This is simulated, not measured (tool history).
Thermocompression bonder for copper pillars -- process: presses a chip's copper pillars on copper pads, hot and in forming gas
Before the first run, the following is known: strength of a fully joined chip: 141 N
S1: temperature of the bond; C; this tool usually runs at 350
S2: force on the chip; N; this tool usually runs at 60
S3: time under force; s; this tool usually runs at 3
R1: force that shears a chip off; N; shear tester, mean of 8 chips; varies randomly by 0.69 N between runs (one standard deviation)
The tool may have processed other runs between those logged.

run   hour   S1  S2  S3    R1
  1      0  350  60   3  51.3
  2    7.7  350  60   3  51.4
  3   18.1  350  60   3  51.3
  4   30.5  350  60   3  51.3
  5   42.8  350  60   3  50.7
        53  -- forming gas filter changed
  6   55.6  350  60   3  56.7
  7   62.8  350  60   3  55.5
  8   73.4  350  60   3  56.8
  9   80.4  350  60   3    54
 10   93.1  350  60   3  54.9
 11  105.9  350  38   2  28.9
 12  118.4  350  39   5    44
 13    125  350  69   5  74.7
 14  134.2  350  55   2  43.5
 15  147.3  350  79   2  58.9
 16  157.4  379  60   3  73.5
 17  163.5  379  60   3  73.8
 18  171.6  359  69   5  78.9
 19  181.1  359  69   5  78.7
 20  191.9  341  69   5  64.5

Below are 3 alternative next runs, each starting from the tool's condition after run 20. Predict each:
  A  197.5  350  60   7   ?
  B  197.5  373  46   3   ?
  C  197.5  375  80   4   ?

run    R1
  A  71.8
  B  56.1
  C  93.1
Take away the tool's hidden state, keep each run's random variation, and the runs would have read:
run    R1
  A  73.8
  B  57.5
  C  96.5
